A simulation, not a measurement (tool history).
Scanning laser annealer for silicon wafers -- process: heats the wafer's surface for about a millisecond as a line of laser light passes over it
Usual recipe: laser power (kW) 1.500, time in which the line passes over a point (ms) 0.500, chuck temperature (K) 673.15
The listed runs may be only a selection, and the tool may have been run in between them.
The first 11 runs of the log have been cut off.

run	hour	laser power (kW)	time in which the line passes over a point (ms)	chuck temperature (K)	hours of work since the window was cleaned	hours of work since the power meter was calibrated	hours of work since the optics were aligned	highest temperature of the surface (K)
12	336.2	1.336	0.565	673.15	249	1364	1637	1397.15
13	378.6	1.336	0.565	673.15	282	1398	1671	1396.15
14	406.3	1.336	0.565	673.15	304	1419	1692	1396.15
# hour 417.2: optics aligned, line set to its width
15	429.0	1.339	0.500	673.15	318	1433	9	1362.15
16	452.3	1.339	0.500	673.15	336	1452	28	1362.15
17	484.1	1.339	0.500	673.15	361	1477	52	1357.15
18	518.0	1.339	0.500	673.15	387	1503	79	1358.15
19	553.4	1.646	0.414	708.15	415	1531	107	1507.15
20	581.0	1.500	0.500	694.15	437	1552	128	1482.15
21	610.1	1.500	0.500	694.15	460	1575	151	1483.15
22	637.1	1.501	0.575	637.15	481	1596	172	1494.15
23	661.8	1.391	0.405	637.15	500	1616	192	1271.15
24	704.7	1.500	0.426	698.15	534	1649	225	1408.15
25	733.2	1.280	0.488	670.15	556	1672	248	1299.15
26	759.3	1.576	0.573	660.15	577	1692	268	1567.15
27	786.7	1.576	0.573	660.15	598	1714	290	1561.15
# hour 804.2: window over the wafer cleaned
28	810.6	1.369	0.404	660.15	5	1731	307	1297.15
29	840.8	1.369	0.404	660.15	29	1754	330	1294.15
30	882.9	1.406	0.500	654.15	62	1787	363	1402.15
31	910.1	1.277	0.384	673.15	83	1809	385	1239.15
32	949.8	1.277	0.384	673.15	114	1840	416	1235.15
33	987.0	1.317	0.368	656.15	143	1869	445	1223.15
34	1017.4	1.500	0.545	685.15	167	1893	469	1532.15
35	1042.7	1.505	0.537	700.15	187	1913	489	1539.15
36	1083.9	1.363	0.352	675.15	219	1945	521	1252.15

Below are 3 alternative next runs, each starting from the tool's condition after run 36. Predict each:
A	1114.7	1.645	0.496	673.15	243	1969	545	?
B	1114.7	1.363	0.352	672.15	243	1969	545	?
C	1114.7	1.500	0.355	652.15	243	1969	545	?

run	highest temperature of the surface (K)
A	1568.15
B	1246.15
C	1305.15
Had the tool no hidden state, the same runs would have come out as:
run	highest temperature of the surface (K)
A	1580.15
B	1254.15
C	1314.15
